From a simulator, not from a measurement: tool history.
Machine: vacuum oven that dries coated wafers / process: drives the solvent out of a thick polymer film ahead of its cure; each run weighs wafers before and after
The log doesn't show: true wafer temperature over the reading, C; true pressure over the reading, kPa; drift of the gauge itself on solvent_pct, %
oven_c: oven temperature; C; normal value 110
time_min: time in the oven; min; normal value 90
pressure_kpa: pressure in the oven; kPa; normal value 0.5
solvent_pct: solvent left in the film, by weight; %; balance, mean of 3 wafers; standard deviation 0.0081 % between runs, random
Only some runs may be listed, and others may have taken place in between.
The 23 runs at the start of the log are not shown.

run	hour	oven_c	time_min	pressure_kpa	hours of work since the thermocouples were calibrated	hours of work since the vacuum gauge was cleaned of residue	solvent_pct
24	2026.2	120	103	0.5	313	532	0.571
25	2106.6	110	147	0.5	356	575	0.828
26	2185.3	110	147	0.5	399	618	0.816
27	2237.1	110	97	0.404	427	645	1.742
28	2336	117	88	0.289	480	699	1.03
29	2412.3	106	56	1.249	521	740	4.666
30	2508	106	80	1.249	573	792	3.336
31	2559.6	105	60	0.256	601	820	4.286
# hour 2617.4: oven's thermocouples calibrated
32	2641.1	105	60	0.256	13	862	4.472
33	2705.3	105	48	1.168	47	897	5.541
34	2820.5	106	90	1.607	110	959	3.158
35	2942.4	101	133	1.995	175	1025	3.005

Alternative continuations, all from the tool just after run 35; predict every row:
A	2994.2	106	90	0.28	203	1053	?
B	2994.2	99	90	0.5	203	1053	?
C	2994.2	101	118	1.995	203	1053	?
D	2994.2	97	85	0.5	203	1053	?

run	solvent_pct
A	2.671
B	4.178
C	3.364
D	4.819
Stripped of hidden state, with their random variation kept, the same runs would have yielded:
run	solvent_pct
A	2.667
B	4.176
C	3.344
D	4.816

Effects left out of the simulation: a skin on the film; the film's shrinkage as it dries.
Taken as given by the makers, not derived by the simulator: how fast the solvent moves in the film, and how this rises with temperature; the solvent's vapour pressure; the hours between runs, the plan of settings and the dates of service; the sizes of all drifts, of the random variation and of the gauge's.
